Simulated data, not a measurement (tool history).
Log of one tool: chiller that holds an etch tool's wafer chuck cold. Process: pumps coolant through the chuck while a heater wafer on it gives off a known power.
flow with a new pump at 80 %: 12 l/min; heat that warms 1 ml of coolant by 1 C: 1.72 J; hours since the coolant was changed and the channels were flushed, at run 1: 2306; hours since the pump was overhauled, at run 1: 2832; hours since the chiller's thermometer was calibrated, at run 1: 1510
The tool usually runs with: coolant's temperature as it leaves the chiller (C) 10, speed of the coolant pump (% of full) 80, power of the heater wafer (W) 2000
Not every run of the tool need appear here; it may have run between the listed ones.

run   hour  coolant's temperature as it leaves the chiller (C)  speed of the coolant pump (% of full)  power of the heater wafer (W)  hours since the coolant was changed and the channels were flushed  hours since the pump was overhauled  hours since the chiller's thermometer was calibrated  chuck's temperature once it has settled (C)  how much warmer the coolant comes back (C)
  1    0.0                                                  10                                     80                           2000                                                               2306                                 2832                                                  1510                                         25.5                                        5.86
  2   36.1                                                  10                                     80                           2000                                                               2342                                 2869                                                  1546                                         25.6                                        5.85
  3   69.6                                                  10                                     80                           2000                                                               2375                                 2902                                                  1579                                         25.6                                        5.80
  4  106.2                                                  10                                     80                           2000                                                               2412                                 2939                                                  1616                                         25.7                                        5.81
  5  139.9                                                  10                                     80                           2000                                                               2446                                 2972                                                  1649                                         25.6                                        5.88
  6  163.0                                                  10                                     80                           2000                                                               2469                                 2995                                                  1673                                         25.4                                        5.92
  7  193.7                                                  10                                     80                           2000                                                               2500                                 3026                                                  1703                                         25.5                                        5.90
  8  234.1                                                  10                                     80                           2000                                                               2540                                 3067                                                  1744                                         25.5                                        5.86
  9  261.8                                                  10                                     80                           2000                                                               2568                                 3094                                                  1771                                         25.6                                        5.86
 10  291.9                                                  10                                     80                           2863                                                               2598                                 3124                                                  1801                                         32.2                                        8.43
 11  328.5                                                   9                                     80                           2863                                                               2634                                 3161                                                  1838                                         31.3                                        8.43
 12  366.9                                                   9                                     80                           2863                                                               2673                                 3199                                                  1876                                         31.2                                        8.47
 13  387.7                                                  18                                     61                           1908                                                               2693                                 3220                                                  1897                                         37.2                                        7.40
 14  408.5                                                  18                                     90                           2771                                                               2714                                 3241                                                  1918                                         37.6                                        7.32
 15  428.3                                                  18                                     90                           2771                                                               2734                                 3261                                                  1938                                         37.4                                        7.27
 16  458.3                                                  18                                     67                           1520                                                               2764                                 3291                                                  1968                                         32.0                                        5.41
 17  488.8                                                  11                                     80                           1305                                                               2795                                 3321                                                  1998                                         21.2                                        3.92
 18  508.3                                                  11                                     80                           1305                                                               2814                                 3341                                                  2018                                         21.1                                        3.91
 19  528.2                                                   5                                     67                           2000                                                               2834                                 3361                                                  2038                                         23.5                                        7.11
 20  554.4                                                   5                                     67                           2000                                                               2860                                 3387                                                  2064                                         23.4                                        7.13
 21  590.5                                                   6                                     61                           1312                                                               2896                                 3423                                                  2100                                         19.1                                        5.18
 22  625.2                                                   2                                     61                           1128                                                               2931                                 3458                                                  2135                                         13.2                                        4.49
 23  661.5                                                   2                                     61                           1128                                                               2967                                 3494                                                  2171                                         13.4                                        4.53
 24  686.1                                                  10                                     77                           1114                                                               2992                                 3519                                                  2196                                         19.0                                        3.56

Subtracting, for every run, the result it would have given without the tool's unlogged condition from the measured result gives the following. The same run-to-run variation enters both numbers; the gauge's scatter may not:
Unlogged tool condition in this case: heat passed by the chuck's channels, % of clean ones'; flow at a given pump speed, % of a new pump's; coolant's true temperature over the reading, C; drift of the gauge itself on chuck_c, C; drift of the gauge itself on warmer_back_c, C.
run  how much warmer the coolant comes back (C)
  1                                       +0.00
  2                                       +0.02
  3                                       +0.02
  4                                       +0.03
  5                                       +0.04
  6                                       +0.04
  7                                       +0.05
  8                                       +0.06
  9                                       +0.08
 10                                       +0.08
 11                                       +0.09
 12                                       +0.10
 13                                       +0.11
 14                                       +0.12
 15                                       +0.12
 16                                       +0.13
 17                                       +0.13
 18                                       +0.14
 19                                       +0.14
 20                                       +0.16
 21                                       +0.16
 22                                       +0.17
 23                                       +0.18
 24                                       +0.18
chuck's temperature once it has settled (C): at most 0.1 away from the measurement, every run.
